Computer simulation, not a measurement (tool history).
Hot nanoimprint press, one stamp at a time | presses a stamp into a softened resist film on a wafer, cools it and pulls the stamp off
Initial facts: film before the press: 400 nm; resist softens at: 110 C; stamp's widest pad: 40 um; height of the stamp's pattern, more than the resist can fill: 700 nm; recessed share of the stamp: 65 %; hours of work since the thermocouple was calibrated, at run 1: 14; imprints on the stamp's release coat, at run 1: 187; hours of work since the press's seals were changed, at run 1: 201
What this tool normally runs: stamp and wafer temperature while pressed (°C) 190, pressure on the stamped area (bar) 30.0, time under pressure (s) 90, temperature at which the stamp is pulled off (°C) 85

run   hour  stamp and wafer temperature while pressed (°C)  pressure on the stamped area (bar)  time under pressure (s)  temperature at which the stamp is pulled off (°C)  hours of work since the thermocouple was calibrated  imprints on the stamp's release coat  hours of work since the press's seals were changed  resist left under the stamp's widest pad (angstrom)  greatest force while the stamp is pulled off (N)
  1    0.0                                             190                                30.0                       90                                                 85                                                   14                                   187                                                 201                                                 2182                                               191
  2   39.1                                             190                                30.0                       90                                                 85                                                   35                                   256                                                 222                                                 2182                                               188
  3   80.8                                             190                                30.0                       90                                                 85                                                   58                                   329                                                 245                                                 2182                                               187
  4  114.2                                             190                                30.0                       90                                                 85                                                   77                                   387                                                 264                                                 2175                                               188
  5  149.3                                             190                                30.0                       90                                                 85                                                   96                                   448                                                 283                                                 2176                                               188
  6  231.2                                             190                                30.0                       90                                                 85                                                  141                                   592                                                 328                                                 2182                                               188
  7  282.7                                             190                                30.0                       90                                                 85                                                  170                                   682                                                 357                                                 2177                                               188
  8  321.3                                             190                                30.0                       90                                                 83                                                  191                                   749                                                 378                                                 2187                                               199
  9  398.8                                             190                                30.0                       90                                                 83                                                  234                                   885                                                 421                                                 2179                                               200
 10  461.7                                             190                                30.0                       90                                                 83                                                  269                                   995                                                 455                                                 2180                                               193
 11  539.2                                             190                                30.0                       90                                                 83                                                  311                                  1130                                                 498                                                 2190                                               199
 12  607.9                                             190                                30.0                       90                                                 83                                                  349                                  1250                                                 536                                                 2188                                               196
 13  659.9                                             190                                30.0                       90                                                 89                                                  378                                  1341                                                 565                                                 2180                                               168
     726.9  -- plate thermocouple calibrated
 14  738.3                                             190                                30.0                       90                                                 89                                                    6                                  1473                                                 606                                                 2185                                               169
 15  815.6                                             190                                30.0                       90                                                 89                                                   49                                  1608                                                 649                                                 2185                                               170
 16  882.9                                             195                                30.0                       49                                                 80                                                   86                                  1726                                                 686                                                 2184                                               217
 17  929.6                                             190                                20.4                       60                                                 86                                                  112                                  1808                                                 712                                                 2828                                               183

Run 18 is up next; what results do you expect?
      941.7  -- stamp cleaned and given a new release coat
 18  1013.5                                             190                                20.4                       60                                                 86                                                  155                                   126                                                 755                                                    ?                                                 ?

Run 18 gave resist left under the stamp's widest pad (angstrom) 2833, greatest force while the stamp is pulled off (N) 185.
Were there no unlogged condition in the tool, this run, its random variation unchanged, would have produced resist left under the stamp's widest pad (angstrom) 2831, greatest force while the stamp is pulled off (N) 185.
